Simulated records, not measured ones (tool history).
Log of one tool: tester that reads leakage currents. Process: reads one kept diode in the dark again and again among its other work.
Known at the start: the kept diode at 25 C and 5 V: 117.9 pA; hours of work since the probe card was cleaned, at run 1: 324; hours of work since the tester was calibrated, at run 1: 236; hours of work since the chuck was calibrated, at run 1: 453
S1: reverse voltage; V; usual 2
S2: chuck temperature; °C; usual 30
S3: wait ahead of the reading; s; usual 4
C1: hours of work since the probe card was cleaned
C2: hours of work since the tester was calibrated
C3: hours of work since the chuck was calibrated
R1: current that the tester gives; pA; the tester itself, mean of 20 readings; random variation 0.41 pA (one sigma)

Run 1, hour 0: usual settings; C1 324; C2 236; C3 453. Result: R1 128.37 pA.
Run 2, hour 22.6: usual settings; C1 341; C2 253; C3 470. Result: R1 128.42 pA.
Run 3, hour 59.6: usual settings but S2 54 °C; C1 369; C2 281; C3 497. Result: R1 892.07 pA.
Run 4, hour 97.2: usual settings but S2 54 °C; C1 397; C2 309; C3 525. Result: R1 894.01 pA.
Run 5, hour 119.7: usual settings but S2 54 °C; C1 414; C2 326; C3 542. Result: R1 889.29 pA.
Run 6, hour 161.2: usual settings but S2 54 °C; C1 445; C2 357; C3 573. Result: R1 889.6 pA.
Run 7, hour 180.5: usual settings but S2 54 °C; C1 459; C2 371; C3 587. Result: R1 888.92 pA.
Run 8, hour 197.9: usual settings; C1 472; C2 384; C3 600. Result: R1 125.85 pA.
Run 9, hour 216.2: usual settings; C1 486; C2 398; C3 614. Result: R1 126.31 pA.
Run 10, hour 255.3: usual settings but S1 3.52 V; C1 515; C2 427; C3 643. Result: R1 151.93 pA.
Run 11, hour 276.8: usual settings but S1 3.52 V; C1 531; C2 443; C3 659. Result: R1 151.28 pA.
Run 12, hour 307.4: usual settings but S1 3.52 V; C1 554; C2 466; C3 682. Result: R1 150.29 pA.
Run 13, hour 338.5: usual settings but S1 3.52 V; C1 577; C2 489; C3 705. Result: R1 150.27 pA.
Run 14, hour 374.5: usual settings but S1 3.52 V; C1 604; C2 516; C3 732. Result: R1 150.25 pA.
Run 15, hour 398.3: usual settings but S1 3.52 V; C1 621; C2 534; C3 750. Result: R1 150.5 pA.
Run 16, hour 419.7: usual settings but S3 1.65 s; C1 637; C2 550; C3 766. Result: R1 124.7 pA.
Run 17, hour 446.1: usual settings but S3 1.65 s; C1 657; C2 569; C3 786. Result: R1 123.41 pA.
Run 18, hour 487.6: usual settings; C1 688; C2 600; C3 817. Result: R1 123.4 pA.
Run 19, hour 517.1: usual settings; C1 710; C2 622; C3 839. Result: R1 122.38 pA.
Run 20, hour 552.6: usual settings but S1 1.94 V; C1 736; C2 649; C3 865. Result: R1 121.2 pA.
Run 21, hour 574.6: usual settings but S1 1.07 V, S2 56 °C, S3 0.59 s; C1 753; C2 665; C3 881. Result: R1 813.32 pA.
Run 22, hour 615.5: usual settings but S1 1.07 V, S2 56 °C, S3 0.59 s; C1 783; C2 696; C3 912. Result: R1 809.83 pA.
Run 23, hour 649.9: usual settings but S2 25 °C, S3 0.95 s; C1 809; C2 721; C3 938. Result: R1 78.53 pA.
Run 24, hour 675.5: usual settings but S1 5.08 V, S2 25 °C, S3 0.95 s; C1 828; C2 740; C3 957. Result: R1 108.08 pA.
At hour 681.5: probe card cleaned and baked.
Run 25, hour 707.5: usual settings but S1 1.13 V, S2 54 °C, S3 0.33 s; C1 19; C2 762; C3 978. Result: R1 705.68 pA.
Run 26, hour 749.8: usual settings but S1 1.13 V, S2 54 °C, S3 0.33 s; C1 51; C2 794; C3 1010. Result: R1 704.65 pA.
At hour 758.1: probe card cleaned and baked, once more.
Run 27, hour 775.2: usual settings but S1 1.13 V, S2 54 °C, S3 0.33 s; C1 13; C2 810; C3 1027. Result: R1 699.2 pA.
Run 28, hour 794.3: usual settings but S1 10.89 V, S2 54 °C, S3 7.52 s; C1 27; C2 825; C3 1041. Result: R1 1475.25 pA.
Run 29, hour 815.7: usual settings but S1 3.89 V, S2 54 °C, S3 2.6 s; C1 43; C2 840; C3 1057. Result: R1 1057.03 pA.
Run 30, hour 834.1: usual settings but S2 24 °C, S3 3.84 s; C1 57; C2 854; C3 1071. Result: R1 69.89 pA.
Run 31, hour 852.5: usual settings but S2 24 °C, S3 3.51 s; C1 70; C2 868; C3 1084. Result: R1 69.32 pA.
Run 32, hour 877: usual settings but S2 22 °C, S3 0.63 s; C1 89; C2 886; C3 1103. Result: R1 58.88 pA.
Run 33, hour 918.4: usual settings but S2 22 °C, S3 0.63 s; C1 120; C2 917; C3 1133. Result: R1 58.78 pA.
Run 34, hour 944.8: usual settings but S1 3.7 V, S3 0.91 s; C1 139; C2 937; C3 1153. Result: R1 146.02 pA.
Run 35, hour 985: usual settings but S2 38 °C, S3 1.07 s; C1 169; C2 967; C3 1183. Result: R1 234.3 pA.
Run 36, hour 1004.2: usual settings but S1 2.43 V, S3 0.55 s; C1 184; C2 981; C3 1197. Result: R1 126.9 pA.
Run 37, hour 1036.3: usual settings but S1 2.43 V, S2 44 °C, S3 0.51 s; C1 208; C2 1005; C3 1221. Result: R1 408.44 pA.
Run 38, hour 1053.8: usual settings but S1 2.43 V, S2 44 °C, S3 0.51 s; C1 221; C2 1018; C3 1234. Result: R1 408.14 pA.
Run 39, hour 1086.7: usual settings but S3 9.96 s; C1 245; C2 1043; C3 1259. Result: R1 115.92 pA.

Hidden state or all else? Some run-to-run changes of R1, split into what the settings, what came in and random variation would give without the hidden state, and what is left for the hidden state (with any gauge scatter that isn't in both results):
The hidden state here: stray current of the dirty probe card, pA a volt; current scale over the true one, %; true chuck temperature over the reading, C; drift of the gauge itself on leakage_pa, %.
Run 2 -> 3: S2 30 -> 54. R1 +763.65 pA: hidden state -43.71, all else +807.36.
Run 22 -> 23: S1 1.07 -> 2, S2 56 -> 25, S3 0.59 -> 0.95. R1 -731.3 pA: hidden state +72.64, all else -803.94.
Run 27 -> 28: S1 1.13 -> 10.89, S3 0.33 -> 7.52. R1 +776.05 pA: hidden state -92.26, all else +868.31.
Run 29 -> 30: S1 3.89 -> 2, S2 54 -> 24, S3 2.6 -> 3.84. R1 -987.14 pA: hidden state +115.85, all else -1102.99.

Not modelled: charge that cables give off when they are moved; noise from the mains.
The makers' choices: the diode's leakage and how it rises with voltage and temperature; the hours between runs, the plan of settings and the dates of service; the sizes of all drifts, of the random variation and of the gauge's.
